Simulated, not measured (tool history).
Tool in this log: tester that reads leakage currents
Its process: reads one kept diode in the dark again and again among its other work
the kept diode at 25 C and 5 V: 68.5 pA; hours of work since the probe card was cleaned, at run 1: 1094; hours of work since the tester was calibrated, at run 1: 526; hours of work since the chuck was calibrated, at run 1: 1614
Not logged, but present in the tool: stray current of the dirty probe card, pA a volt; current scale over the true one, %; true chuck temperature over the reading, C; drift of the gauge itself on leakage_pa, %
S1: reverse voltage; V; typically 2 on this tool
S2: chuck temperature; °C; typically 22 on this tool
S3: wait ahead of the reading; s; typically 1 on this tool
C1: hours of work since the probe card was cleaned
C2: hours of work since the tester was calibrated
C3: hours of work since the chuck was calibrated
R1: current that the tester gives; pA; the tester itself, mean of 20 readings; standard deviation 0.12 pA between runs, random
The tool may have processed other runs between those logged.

run,hour,S1,S2,S3,C1,C2,C3,R1
1,0,2,22,1,1094,526,1614,32.5
2,31.1,2,22,1,1111,543,1632,32.61
3,54.8,2,45,1,1125,557,1645,261.66
4,69.2,2,45,1,1133,565,1654,264.58
5,85.5,2,22,1,1142,574,1663,32.45
# hour 90.3: probe card cleaned and baked
6,114.6,2,22,1,14,589,1678,32.71
# hour 137.8: chuck's temperature calibrated
7,147.1,2,22,1,31,607,5,36.05

For run 8, what comes out?
# hour 152.6: probe card cleaned and baked, once more
8,168.1,2,45,1,9,617,16,?

{"run 8": {"R1": 282.93}}
The same run, on a tool lacking any hidden state, would have yielded R1 287.7 pA.
